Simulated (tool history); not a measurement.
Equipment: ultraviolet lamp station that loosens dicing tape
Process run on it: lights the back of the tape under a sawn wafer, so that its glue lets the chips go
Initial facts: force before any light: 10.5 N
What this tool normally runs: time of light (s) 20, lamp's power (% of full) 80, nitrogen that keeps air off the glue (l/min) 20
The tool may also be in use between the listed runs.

run	hour	time of light (s)	lamp's power (% of full)	nitrogen that keeps air off the glue (l/min)	force that peels the tape off (N)	light that reached the tape (J/m2)
1	0	20	80	20	0.322	4610
2	36.9	20	80	20	0.326	4650
3	87.1	20	80	20	0.329	4630
4	131.4	20	80	20	0.344	4670
5	168.2	24	80	20	0.275	5540
6	198	20	80	27	0.305	4640
# hour 223.1: window cleaned of glue's vapour
7	242.8	20	80	20	0.333	4640
8	269.5	20	82	20	0.332	4760
9	301	20	80	39	0.278	4630
10	329.1	20	80	39	0.271	4650
11	360.8	20	80	39	0.279	4630
12	381.6	20	80	39	0.272	4600
13	417.3	20	80	39	0.276	4660
14	437.9	20	84	20	0.312	4840
15	481.9	20	84	20	0.313	4920
16	512.3	25	73	20	0.302	5270
17	539.4	25	73	20	0.289	5340
18	569	20	80	19	0.342	4640
# hour 582.1: window cleaned of glue's vapour
# hour 611.6: lamp changed
19	611.6	20	80	19	0.35	4610
20	644.5	12	95	17	0.67	3340
21	692.4	12	95	17	0.678	3330
22	730.8	13	91	20	0.579	3400
23	757	16	81	31	0.397	3740
24	802.9	16	69	31	0.501	3240
25	846.7	16	69	31	0.51	3180
26	895.3	12	89	31	0.542	3090
27	933.6	24	88	31	0.253	6110
# hour 942.3: window cleaned of glue's vapour
28	980.2	24	85	31	0.256	5880

Branching from run 28: 4 alternative next runs. What would each branch give?
A	1021.4	15	80	20	?	?
B	1021.4	33	97	35	?	?
C	1021.4	36	61	20	?	?
D	1021.4	20	80	19	?	?

run	force that peels the tape off (N)	light that reached the tape (J/m2)
A	0.532	3470
B	0.241	9270
C	0.265	6350
D	0.338	4620
With no hidden state in the tool, these same runs would have given:
run	force that peels the tape off (N)	light that reached the tape (J/m2)
A	0.531	3480
B	0.241	9280
C	0.265	6360
D	0.337	4630
